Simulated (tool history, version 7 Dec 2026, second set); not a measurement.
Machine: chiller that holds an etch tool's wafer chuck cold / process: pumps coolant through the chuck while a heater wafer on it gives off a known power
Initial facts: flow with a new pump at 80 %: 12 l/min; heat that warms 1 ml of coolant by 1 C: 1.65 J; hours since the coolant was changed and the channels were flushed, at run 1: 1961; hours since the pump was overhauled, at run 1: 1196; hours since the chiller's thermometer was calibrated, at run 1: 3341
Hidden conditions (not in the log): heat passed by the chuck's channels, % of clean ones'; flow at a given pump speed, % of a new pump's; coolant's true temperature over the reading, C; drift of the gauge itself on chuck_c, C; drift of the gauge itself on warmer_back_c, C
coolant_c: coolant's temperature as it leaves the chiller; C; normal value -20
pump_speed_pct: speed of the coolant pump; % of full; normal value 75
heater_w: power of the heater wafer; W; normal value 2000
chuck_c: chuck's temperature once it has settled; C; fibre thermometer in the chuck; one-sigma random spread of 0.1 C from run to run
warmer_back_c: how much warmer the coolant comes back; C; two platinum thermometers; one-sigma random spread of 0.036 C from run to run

| run | hour | coolant_c | pump_speed_pct | heater_w | hours since the coolant was changed and the channels were flushed | hours since the pump was overhauled | hours since the chiller's thermometer was calibrated | chuck_c | warmer_back_c |
|---|---|---|---|---|---|---|---|---|---|
| 1 | 0.0 | -20 | 75 | 2000 | 1961 | 1196 | 3341 | -5.0 | 6.60 |
| 2 | 42.9 | -20 | 75 | 2000 | 2004 | 1239 | 3384 | -4.9 | 6.58 |
| 3 | 69.2 | -20 | 75 | 2000 | 2030 | 1265 | 3410 | -4.8 | 6.59 |
| 4 | 109.2 | -20 | 75 | 2000 | 2070 | 1305 | 3450 | -4.9 | 6.58 |
| 5 | 149.8 | -29 | 75 | 2000 | 2111 | 1346 | 3491 | -14.0 | 6.56 |
| 6 | 185.3 | -20 | 75 | 2000 | 2147 | 1381 | 3527 | -4.8 | 6.56 |
|  | 212.8 | chiller's thermometer calibrated |
| 7 | 223.1 | -20 | 97 | 2000 | 2183 | 1418 | 10 | -7.5 | 5.08 |
| 8 | 247.8 | -20 | 97 | 2000 | 2208 | 1443 | 35 | -7.3 | 5.10 |
| 9 | 283.0 | -20 | 97 | 2000 | 2243 | 1478 | 70 | -7.4 | 5.04 |
| 10 | 302.6 | -20 | 97 | 2000 | 2263 | 1498 | 90 | -7.3 | 5.13 |
| 11 | 326.8 | -20 | 97 | 2000 | 2287 | 1522 | 114 | -7.4 | 5.05 |
|  | 335.1 | coolant pump overhauled |
| 12 | 354.8 | -20 | 97 | 2000 | 2310 | 20 | 137 | -7.5 | 5.08 |
| 13 | 378.4 | -20 | 97 | 1302 | 2334 | 43 | 161 | -11.8 | 3.26 |
| 14 | 399.9 | -20 | 97 | 1302 | 2355 | 65 | 182 | -11.6 | 3.42 |
| 15 | 431.1 | -24 | 75 | 2000 | 2386 | 96 | 213 | -9.1 | 6.56 |
| 16 | 469.0 | -20 | 79 | 2000 | 2424 | 134 | 251 | -5.7 | 6.31 |
| 17 | 511.3 | -20 | 64 | 2316 | 2467 | 176 | 294 | -0.8 | 9.06 |
| 18 | 538.4 | -20 | 64 | 2316 | 2494 | 203 | 321 | -0.7 | 9.10 |
| 19 | 563.6 | -22 | 84 | 2416 | 2519 | 229 | 346 | -5.3 | 7.16 |
|  | 577.6 | coolant pump overhauled, once more |
| 20 | 592.2 | -17 | 99 | 1096 | 2542 | 15 | 369 | -10.2 | 2.66 |
| 21 | 625.6 | -17 | 99 | 1096 | 2576 | 48 | 403 | -10.2 | 2.62 |
| 22 | 663.6 | -28 | 75 | 2082 | 2614 | 86 | 441 | -12.7 | 6.75 |

Predict the results of run 23:
| 23 | 694.0 | -19 | 75 | 1393 | 2644 | 116 | 471 | ? | ? |

{"run 23": {"chuck_c": -8.6, "warmer_back_c": 4.47}}
Take away the tool's hidden state, keep the run-to-run variation as it was, and the same run would have given chuck_c -9.2 C, warmer_back_c 4.45 C.

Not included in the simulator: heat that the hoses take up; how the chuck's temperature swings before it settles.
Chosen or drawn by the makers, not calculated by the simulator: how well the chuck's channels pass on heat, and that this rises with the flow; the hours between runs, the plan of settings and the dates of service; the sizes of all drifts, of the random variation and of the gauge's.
